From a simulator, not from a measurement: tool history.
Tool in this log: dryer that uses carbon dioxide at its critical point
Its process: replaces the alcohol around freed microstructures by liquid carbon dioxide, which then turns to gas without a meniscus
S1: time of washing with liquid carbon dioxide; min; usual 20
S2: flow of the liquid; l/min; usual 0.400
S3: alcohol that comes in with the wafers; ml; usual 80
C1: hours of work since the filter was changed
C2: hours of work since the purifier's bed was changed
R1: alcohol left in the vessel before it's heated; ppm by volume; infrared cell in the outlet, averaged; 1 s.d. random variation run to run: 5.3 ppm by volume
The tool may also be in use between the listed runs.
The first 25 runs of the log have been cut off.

run   hour  S1     S2   S3  C1   C2    R1
 26  172.4  16  0.357  101  50  232  1205
 27  181.9  13  0.323   26  56  238  1011
 28  188.3  14  0.551   26  60  242    90
 29  194.6  14  0.437   91  63  245   796
 30  198.9  13  0.400   34  66  248   639
 31  208.0  13  0.528   92  71  253   457
 32  212.5  13  0.528   92  74  256   483
 33  220.8  13  0.341   92  79  261  2947

4 options for the next run, each taken on its own from the tool as it stands now. Forecast them:
  A  225.8  13  0.417  92  82  264   ?
  B  225.8  18  0.341  73  82  264   ?
  C  225.8  20  0.400  89  82  264   ?
  D  225.8  23  0.326  24  82  264   ?

run    R1
  A  1417
  B   702
  C   216
  D   110
Had the tool no hidden state, the same runs would have come out as:
run    R1
  A  1112
  B   526
  C   141
  D    68
